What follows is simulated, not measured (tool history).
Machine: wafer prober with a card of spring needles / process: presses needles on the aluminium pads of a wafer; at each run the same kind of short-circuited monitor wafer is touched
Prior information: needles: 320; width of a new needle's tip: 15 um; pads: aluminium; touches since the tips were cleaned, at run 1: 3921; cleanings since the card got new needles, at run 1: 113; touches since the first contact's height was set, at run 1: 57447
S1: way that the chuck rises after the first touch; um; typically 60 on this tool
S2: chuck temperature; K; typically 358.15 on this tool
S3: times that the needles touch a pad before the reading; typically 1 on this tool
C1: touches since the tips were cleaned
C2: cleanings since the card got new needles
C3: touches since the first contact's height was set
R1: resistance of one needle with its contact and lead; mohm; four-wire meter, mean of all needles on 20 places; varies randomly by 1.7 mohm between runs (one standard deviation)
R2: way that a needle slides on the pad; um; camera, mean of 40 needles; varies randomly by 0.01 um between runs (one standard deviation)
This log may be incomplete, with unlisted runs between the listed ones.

Run 1, hour 0: usual settings; C1 3921; C2 113; C3 57447. Result: R1 234 mohm, R2 9.28 um.
At hour 15.6: tips cleaned on abrasive film.
Run 2, hour 30.3: usual settings; C1 5756; C2 114; C3 69299. Result: R1 274 mohm, R2 9.27 um.
At hour 38.8: tips cleaned on abrasive film.
At hour 61: tips cleaned on abrasive film.
At hour 87.3: tips cleaned on abrasive film.
Run 3, hour 92.3: usual settings; C1 1963; C2 117; C3 93497. Result: R1 220 mohm, R2 9.22 um.
At hour 110.5: tips cleaned on abrasive film.
At hour 134.3: tips cleaned on abrasive film.
At hour 142.7: tips cleaned on abrasive film, once more.
Run 4, hour 156.9: usual settings; C1 5543; C2 120; C3 118719. Result: R1 255 mohm, R2 9.2 um.
At hour 161.9: height of the first contact set anew.
At hour 167.3: tips cleaned on abrasive film.
At hour 190.7: tips cleaned on abrasive film.
At hour 215.8: tips cleaned on abrasive film.
Run 5, hour 228.1: usual settings; C1 4826; C2 123; C3 25842. Result: R1 254 mohm, R2 9.34 um.
At hour 237.6: tips cleaned on abrasive film.
At hour 261.1: tips cleaned on abrasive film.
At hour 283.9: tips cleaned on abrasive film.
Run 6, hour 292.4: usual settings; C1 3319; C2 126; C3 50934. Result: R1 231 mohm, R2 9.28 um.
At hour 305.5: tips cleaned on abrasive film.
At hour 329.2: tips cleaned on abrasive film.
At hour 355.4: tips cleaned on abrasive film.
Run 7, hour 361.9: usual settings; C1 2558; C2 129; C3 78117. Result: R1 217 mohm, R2 9.25 um.
At hour 377.8: tips cleaned on abrasive film.
At hour 403.4: tips cleaned on abrasive film.
At hour 425.5: tips cleaned on abrasive film.
Run 8, hour 431.4: usual settings; C1 2325; C2 132; C3 105270. Result: R1 221 mohm, R2 9.2 um.
At hour 447: tips cleaned on abrasive film.
At hour 469.9: tips cleaned on abrasive film.
At hour 473.4: height of the first contact set anew.
At hour 491.4: tips cleaned on abrasive film.
Run 9, hour 491.4: usual settings; C1 0; C2 135; C3 7017. Result: R1 178 mohm, R2 9.37 um.
At hour 515.2: tips cleaned on abrasive film.
At hour 539: tips cleaned on abrasive film.
At hour 562.4: tips cleaned on abrasive film.
Run 10, hour 565.2: usual settings; C1 1076; C2 138; C3 35858. Result: R1 204 mohm, R2 9.32 um.
At hour 587.2: tips cleaned on abrasive film.
At hour 611.8: tips cleaned on abrasive film.
At hour 637.2: tips cleaned on abrasive film.
Run 11, hour 640.1: usual settings; C1 1141; C2 141; C3 65144. Result: R1 215 mohm, R2 9.3 um.
At hour 658.5: tips cleaned on abrasive film.
At hour 682.9: tips cleaned on abrasive film.
Run 12, hour 702: usual settings; C1 7482; C2 143; C3 89335. Result: R1 267 mohm, R2 9.26 um.
At hour 707.3: tips cleaned on abrasive film.
At hour 732.2: tips cleaned on abrasive film.
Run 13, hour 740.6: usual settings; C1 3312; C2 145; C3 104413. Result: R1 247 mohm, R2 9.22 um.
At hour 755.7: tips cleaned on abrasive film.
At hour 776.8: tips cleaned on abrasive film.
At hour 782.3: height of the first contact set anew.
Run 14, hour 797.3: usual settings but S3 2; C1 7918; C2 147; C3 5859. Result: R1 228 mohm, R2 9.37 um.
At hour 800.7: tips cleaned on abrasive film.
At hour 822.3: tips cleaned on abrasive film.
At hour 845.1: tips cleaned on abrasive film.
Run 15, hour 851.2: usual settings but S3 2; C1 2368; C2 150; C3 26890. Result: R1 207 mohm, R2 9.34 um.
At hour 869.1: tips cleaned on abrasive film.
At hour 893.3: tips cleaned on abrasive film.
At hour 918.1: tips cleaned on abrasive film.
Run 16, hour 922.9: usual settings but S1 66 um, S2 308.15 K, S3 2; C1 1873; C2 153; C3 54905. Result: R1 190 mohm, R2 10.24 um.
At hour 941.4: tips cleaned on abrasive film.
At hour 965.6: tips cleaned on abrasive film.
At hour 989.5: tips cleaned on abrasive film.
Run 17, hour 989.7: usual settings but S1 42 um, S2 312.15 K, S3 3; C1 97; C2 156; C3 81017. Result: R1 172 mohm, R2 6.44 um.
At hour 1012.9: tips cleaned on abrasive film.
At hour 1036.2: tips cleaned on abrasive film.
Run 18, hour 1047.5: usual settings but S1 41 um, S2 341.15 K; C1 4439; C2 158; C3 103606. Result: R1 362 mohm, R2 6.27 um.
At hour 1061.9: tips cleaned on abrasive film.
At hour 1085.4: tips cleaned on abrasive film.
At hour 1094.5: height of the first contact set anew.
At hour 1110.3: tips cleaned on abrasive film.
Run 19, hour 1111.9: usual settings but S1 49 um, S2 321.15 K, S3 3; C1 597; C2 161; C3 6773. Result: R1 182 mohm, R2 7.66 um.
At hour 1135.3: tips cleaned on abrasive film.
At hour 1160.5: tips cleaned on abrasive film.
Run 20, hour 1162.6: usual settings but S1 67 um, S2 321.15 K, S3 2; C1 821; C2 163; C3 26583. Result: R1 181 mohm, R2 10.44 um.
At hour 1182.1: tips cleaned on abrasive film.
Run 21, hour 1194.9: usual settings but S1 55 um, S3 2; C1 5036; C2 164; C3 39229. Result: R1 236 mohm, R2 8.54 um.
At hour 1203.5: tips cleaned on abrasive film.
At hour 1227.3: tips cleaned on abrasive film.
At hour 1250.3: tips cleaned on abrasive film.
Run 22, hour 1251.6: usual settings but S1 55 um, S3 2; C1 516; C2 167; C3 61379. Result: R1 192 mohm, R2 8.49 um.
At hour 1273: tips cleaned on abrasive film.
Run 23, hour 1293.8: usual settings but S1 55 um, S3 2; C1 8138; C2 168; C3 77875. Result: R1 245 mohm, R2 8.47 um.
At hour 1299.1: tips cleaned on abrasive film.
At hour 1321.9: tips cleaned on abrasive film.
Run 24, hour 1333.7: usual settings but S1 51 um, S3 2; C1 4633; C2 170; C3 93447. Result: R1 245 mohm, R2 7.83 um.
At hour 1343.6: tips cleaned on abrasive film.
At hour 1367.7: tips cleaned on abrasive film.
Run 25, hour 1379.2: usual settings but S1 51 um, S3 2; C1 4509; C2 172; C3 111237. Result: R1 252 mohm, R2 7.78 um.
At hour 1389.3: tips cleaned on abrasive film.
At hour 1405.3: height of the first contact set anew.
At hour 1410.6: tips cleaned on abrasive film.
At hour 1434.7: tips cleaned on abrasive film.
Run 26, hour 1451: usual settings but S1 58 um, S2 374.15 K, S3 2; C1 6385; C2 175; C3 17850. Result: R1 240 mohm, R2 9.03 um.
At hour 1456.3: tips cleaned on abrasive film.
At hour 1479.9: tips cleaned on abrasive film.
At hour 1501.9: tips cleaned on abrasive film.
Run 27, hour 1508.8: usual settings but S1 58 um, S2 368.15 K, S3 2; C1 2693; C2 178; C3 40414. Result: R1 223 mohm, R2 8.98 um.
At hour 1528.2: tips cleaned on abrasive film.
At hour 1554: tips cleaned on abrasive film.
At hour 1576.9: tips cleaned on abrasive film.
Run 28, hour 1579.1: usual settings but S1 58 um, S2 316.15 K, S3 2; C1 849; C2 181; C3 67875. Result: R1 186 mohm, R2 8.95 um.
At hour 1602.1: tips cleaned on abrasive film.
At hour 1624.5: tips cleaned on abrasive film.
Run 29, hour 1630: usual settings but S1 49 um, S3 3; C1 2181; C2 183; C3 87782. Result: R1 204 mohm, R2 7.51 um.

Take each entry between the runs: how does the hidden state at the last listed run before it differ from the hidden state at the first listed run after it?
Run 1 -> run 2: tips cleaned on abrasive film (hour 15.6)
  debris on the tips, nm: 149.4 -> 214.7; way that the needles fall short of the set height, um: 0.57 -> 0.65; tips' diameter, um: 18.7 -> 19.87
  what was measured, less what the result would be without the hidden state, R1: +67 -> +106 mohm; R2: -0.09 -> -0.1 um
Run 2 -> run 3: tips cleaned on abrasive film (hour 38.8); tips cleaned on abrasive film (hour 61); tips cleaned on abrasive film (hour 87.3)
  debris on the tips, nm: 214.7 -> 103.4; way that the needles fall short of the set height, um: 0.65 -> 0.9; tips' diameter, um: 19.87 -> 19.96
  what was measured, less what the result would be without the hidden state, R1: +106 -> +53 mohm; R2: -0.1 -> -0.14 um
Run 3 -> run 4: tips cleaned on abrasive film (hour 110.5); tips cleaned on abrasive film (hour 134.3); tips cleaned on abrasive film, once more (hour 142.7)
  debris on the tips, nm: 103.4 -> 167.7; way that the needles fall short of the set height, um: 0.9 -> 1.19; tips' diameter, um: 19.96 -> 20.06
  what was measured, less what the result would be without the hidden state, R1: +53 -> +85 mohm; R2: -0.14 -> -0.19 um
Run 4 -> run 5: height of the first contact set anew (hour 161.9); tips cleaned on abrasive film (hour 167.3); tips cleaned on abrasive film (hour 190.7); tips cleaned on abrasive film (hour 215.8)
  debris on the tips, nm: 167.7 -> 175.7; way that the needles fall short of the set height, um: 1.19 -> 0.3; tips' diameter, um: 20.06 -> 20.17
  what was measured, less what the result would be without the hidden state, R1: +85 -> +87 mohm; R2: -0.19 -> -0.05 um
Run 5 -> run 6: tips cleaned on abrasive film (hour 237.6); tips cleaned on abrasive film (hour 261.1); tips cleaned on abrasive film (hour 283.9)
  debris on the tips, nm: 175.7 -> 123.7; way that the needles fall short of the set height, um: 0.3 -> 0.57; tips' diameter, um: 20.17 -> 20.26
  what was measured, less what the result would be without the hidden state, R1: +87 -> +63 mohm; R2: -0.05 -> -0.09 um
Run 6 -> run 7: tips cleaned on abrasive film (hour 305.5); tips cleaned on abrasive film (hour 329.2); tips cleaned on abrasive film (hour 355.4)
  debris on the tips, nm: 123.7 -> 101.4; way that the needles fall short of the set height, um: 0.57 -> 0.87; tips' diameter, um: 20.26 -> 20.37
  what was measured, less what the result would be without the hidden state, R1: +63 -> +52 mohm; R2: -0.09 -> -0.13 um
Run 7 -> run 8: tips cleaned on abrasive film (hour 377.8); tips cleaned on abrasive film (hour 403.4); tips cleaned on abrasive film (hour 425.5)
  debris on the tips, nm: 101.4 -> 99.1; way that the needles fall short of the set height, um: 0.87 -> 1.12; tips' diameter, um: 20.37 -> 20.46
  what was measured, less what the result would be without the hidden state, R1: +52 -> +53 mohm; R2: -0.13 -> -0.17 um
Run 8 -> run 9: tips cleaned on abrasive film (hour 447); tips cleaned on abrasive film (hour 469.9); height of the first contact set anew (hour 473.4); tips cleaned on abrasive film (hour 491.4)
  debris on the tips, nm: 99.1 -> 17.6; way that the needles fall short of the set height, um: 1.12 -> 0.07; tips' diameter, um: 20.46 -> 20.54
  what was measured, less what the result would be without the hidden state, R1: +53 -> +11 mohm; R2: -0.17 -> -0.01 um
Run 9 -> run 10: tips cleaned on abrasive film (hour 515.2); tips cleaned on abrasive film (hour 539); tips cleaned on abrasive film (hour 562.4)
  debris on the tips, nm: 17.6 -> 68.5; way that the needles fall short of the set height, um: 0.07 -> 0.3; tips' diameter, um: 20.54 -> 20.62
  what was measured, less what the result would be without the hidden state, R1: +11 -> +37 mohm; R2: -0.01 -> -0.05 um
Run 10 -> run 11: tips cleaned on abrasive film (hour 587.2); tips cleaned on abrasive film (hour 611.8); tips cleaned on abrasive film (hour 637.2)
  debris on the tips, nm: 68.5 -> 86.1; way that the needles fall short of the set height, um: 0.3 -> 0.54; tips' diameter, um: 20.62 -> 20.7
  what was measured, less what the result would be without the hidden state, R1: +37 -> +46 mohm; R2: -0.05 -> -0.08 um
Run 11 -> run 12: tips cleaned on abrasive film (hour 658.5); tips cleaned on abrasive film (hour 682.9)
  debris on the tips, nm: 86.1 -> 185.1; way that the needles fall short of the set height, um: 0.54 -> 0.76; tips' diameter, um: 20.7 -> 20.78
  what was measured, less what the result would be without the hidden state, R1: +46 -> +98 mohm; R2: -0.08 -> -0.12 um
Run 12 -> run 13: tips cleaned on abrasive film (hour 707.3); tips cleaned on abrasive film (hour 732.2)
  debris on the tips, nm: 185.1 -> 146.9; way that the needles fall short of the set height, um: 0.76 -> 0.92; tips' diameter, um: 20.78 -> 20.84
  what was measured, less what the result would be without the hidden state, R1: +98 -> +79 mohm; R2: -0.12 -> -0.14 um
Run 13 -> run 14: tips cleaned on abrasive film (hour 755.7); tips cleaned on abrasive film (hour 776.8); height of the first contact set anew (hour 782.3)
  debris on the tips, nm: 146.9 -> 190.6; way that the needles fall short of the set height, um: 0.92 -> 0; tips' diameter, um: 20.84 -> 20.91
  what was measured, less what the result would be without the hidden state, R1: +79 -> +61 mohm; R2: -0.14 -> +0 um
Run 14 -> run 15: tips cleaned on abrasive film (hour 800.7); tips cleaned on abrasive film (hour 822.3); tips cleaned on abrasive film (hour 845.1)
  debris on the tips, nm: 190.6 -> 116.4; way that the needles fall short of the set height, um: 0 -> 0.28; tips' diameter, um: 20.91 -> 21.01
  what was measured, less what the result would be without the hidden state, R1: +61 -> +39 mohm; R2: +0 -> -0.05 um
Run 15 -> run 16: tips cleaned on abrasive film (hour 869.1); tips cleaned on abrasive film (hour 893.3); tips cleaned on abrasive film (hour 918.1)
  debris on the tips, nm: 116.4 -> 102.8; way that the needles fall short of the set height, um: 0.28 -> 0.54; tips' diameter, um: 21.01 -> 21.1
  what was measured, less what the result would be without the hidden state, R1: +39 -> +32 mohm; R2: -0.05 -> -0.09 um
Run 16 -> run 17: tips cleaned on abrasive film (hour 941.4); tips cleaned on abrasive film (hour 965.6); tips cleaned on abrasive film (hour 989.5)
  debris on the tips, nm: 102.8 -> 17.4; way that the needles fall short of the set height, um: 0.54 -> 0.86; tips' diameter, um: 21.1 -> 21.21
  what was measured, less what the result would be without the hidden state, R1: +32 -> +12 mohm; R2: -0.09 -> -0.13 um
Run 17 -> run 18: tips cleaned on abrasive film (hour 1012.9); tips cleaned on abrasive film (hour 1036.2)
  debris on the tips, nm: 17.4 -> 164.4; way that the needles fall short of the set height, um: 0.86 -> 1.01; tips' diameter, um: 21.21 -> 21.26
  what was measured, less what the result would be without the hidden state, R1: +12 -> +192 mohm; R2: -0.13 -> -0.15 um
Run 18 -> run 19: tips cleaned on abrasive film (hour 1061.9); tips cleaned on abrasive film (hour 1085.4); height of the first contact set anew (hour 1094.5); tips cleaned on abrasive film (hour 1110.3)
  debris on the tips, nm: 164.4 -> 45.8; way that the needles fall short of the set height, um: 1.01 -> 0.08; tips' diameter, um: 21.26 -> 21.36
  what was measured, less what the result would be without the hidden state, R1: +192 -> +18 mohm; R2: -0.15 -> -0.01 um
Run 19 -> run 20: tips cleaned on abrasive film (hour 1135.3); tips cleaned on abrasive film (hour 1160.5)
  debris on the tips, nm: 45.8 -> 60.9; way that the needles fall short of the set height, um: 0.08 -> 0.27; tips' diameter, um: 21.36 -> 21.42
  what was measured, less what the result would be without the hidden state, R1: +18 -> +19 mohm; R2: -0.01 -> -0.05 um
Run 20 -> run 21: tips cleaned on abrasive film (hour 1182.1)
  debris on the tips, nm: 60.9 -> 163.2; way that the needles fall short of the set height, um: 0.27 -> 0.39; tips' diameter, um: 21.42 -> 21.46
  what was measured, less what the result would be without the hidden state, R1: +19 -> +66 mohm; R2: -0.05 -> -0.06 um
Run 21 -> run 22: tips cleaned on abrasive film (hour 1203.5); tips cleaned on abrasive film (hour 1227.3); tips cleaned on abrasive film (hour 1250.3)
  debris on the tips, nm: 163.2 -> 50.8; way that the needles fall short of the set height, um: 0.39 -> 0.7; tips' diameter, um: 21.46 -> 21.58
  what was measured, less what the result would be without the hidden state, R1: +66 -> +23 mohm; R2: -0.06 -> -0.11 um
Run 22 -> run 23: tips cleaned on abrasive film (hour 1273)
  debris on the tips, nm: 50.8 -> 193.3; way that the needles fall short of the set height, um: 0.7 -> 0.79; tips' diameter, um: 21.58 -> 21.61
  what was measured, less what the result would be without the hidden state, R1: +23 -> +78 mohm; R2: -0.11 -> -0.12 um
Run 23 -> run 24: tips cleaned on abrasive film (hour 1299.1); tips cleaned on abrasive film (hour 1321.9)
  debris on the tips, nm: 193.3 -> 155.1; way that the needles fall short of the set height, um: 0.79 -> 1; tips' diameter, um: 21.61 -> 21.68
  what was measured, less what the result would be without the hidden state, R1: +78 -> +75 mohm; R2: -0.12 -> -0.15 um
Run 24 -> run 25: tips cleaned on abrasive film (hour 1343.6); tips cleaned on abrasive film (hour 1367.7)
  debris on the tips, nm: 155.1 -> 165.7; way that the needles fall short of the set height, um: 1 -> 1.21; tips' diameter, um: 21.68 -> 21.75
  what was measured, less what the result would be without the hidden state, R1: +75 -> +81 mohm; R2: -0.15 -> -0.18 um
Run 25 -> run 26: tips cleaned on abrasive film (hour 1389.3); height of the first contact set anew (hour 1405.3); tips cleaned on abrasive film (hour 1410.6); tips cleaned on abrasive film (hour 1434.7)
  debris on the tips, nm: 165.7 -> 186.2; way that the needles fall short of the set height, um: 1.21 -> 0.2; tips' diameter, um: 21.75 -> 21.86
  what was measured, less what the result would be without the hidden state, R1: +81 -> +68 mohm; R2: -0.18 -> -0.03 um
Run 26 -> run 27: tips cleaned on abrasive film (hour 1456.3); tips cleaned on abrasive film (hour 1479.9); tips cleaned on abrasive film (hour 1501.9)
  debris on the tips, nm: 186.2 -> 134.9; way that the needles fall short of the set height, um: 0.2 -> 0.48; tips' diameter, um: 21.86 -> 21.96
  what was measured, less what the result would be without the hidden state, R1: +68 -> +52 mohm; R2: -0.03 -> -0.07 um
Run 27 -> run 28: tips cleaned on abrasive film (hour 1528.2); tips cleaned on abrasive film (hour 1554); tips cleaned on abrasive film (hour 1576.9)
  debris on the tips, nm: 134.9 -> 60.9; way that the needles fall short of the set height, um: 0.48 -> 0.77; tips' diameter, um: 21.96 -> 22.06
  what was measured, less what the result would be without the hidden state, R1: +52 -> +27 mohm; R2: -0.07 -> -0.12 um
Run 28 -> run 29: tips cleaned on abrasive film (hour 1602.1); tips cleaned on abrasive film (hour 1624.5)
  debris on the tips, nm: 60.9 -> 98.2; way that the needles fall short of the set height, um: 0.77 -> 1; tips' diameter, um: 22.06 -> 22.14
  what was measured, less what the result would be without the hidden state, R1: +27 -> +35 mohm; R2: -0.12 -> -0.16 um
